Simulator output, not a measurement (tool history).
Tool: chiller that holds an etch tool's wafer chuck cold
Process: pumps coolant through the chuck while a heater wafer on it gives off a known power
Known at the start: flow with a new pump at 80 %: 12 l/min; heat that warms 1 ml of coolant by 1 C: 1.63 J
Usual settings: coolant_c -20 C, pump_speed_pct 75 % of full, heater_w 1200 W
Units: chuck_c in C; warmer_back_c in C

run	day	coolant_c	pump_speed_pct	heater_w	chuck_c	warmer_back_c
1	0.000	-20	75	1200	-2.1	4.69
2	7.346	-20	75	1200	-1.6	4.64
3	15.533	-20	75	1200	-1.4	4.68
4	19.421	-20	75	867	-6.2	3.41
5	23.867	-20	75	867	-6.3	3.49
6	28.446	-20	75	867	-6.2	3.43
7	33.796	-20	75	1200	-0.7	4.81
8	38.838	-20	75	1200	-0.4	4.87
# day 45.412: coolant pump overhauled
9	47.233	-26	83	923	-13.6	2.74
10	50.962	-26	83	1445	-7.1	4.26
11	58.438	-27	83	1108	-12.2	3.30
12	66.325	-14	83	1329	4.0	3.99
# day 72.367: chiller's thermometer calibrated
13	73.792	-29	73	652	-19.7	2.33
14	78.817	-29	65	652	-18.7	2.60
15	86.467	-29	65	652	-18.4	2.67

5 ways to go on from here, each from the tool as it stands after run 15. What would each give?
A	93.229	-30	64	1763	?	?
B	93.229	-25	75	1200	?	?
C	93.229	-20	75	1264	?	?
D	93.229	-29	64	815	?	?
E	93.229	-27	65	652	?	?

run	chuck_c	warmer_back_c
A	-0.7	7.29
B	-7.4	4.20
C	-1.5	4.38
D	-15.4	3.30
E	-16.3	2.66
Without the tool's hidden state the same runs would have given:
run	chuck_c	warmer_back_c
A	-4.3	6.98
B	-9.6	4.02
C	-3.9	4.19
D	-17.1	3.16
E	-17.7	2.55

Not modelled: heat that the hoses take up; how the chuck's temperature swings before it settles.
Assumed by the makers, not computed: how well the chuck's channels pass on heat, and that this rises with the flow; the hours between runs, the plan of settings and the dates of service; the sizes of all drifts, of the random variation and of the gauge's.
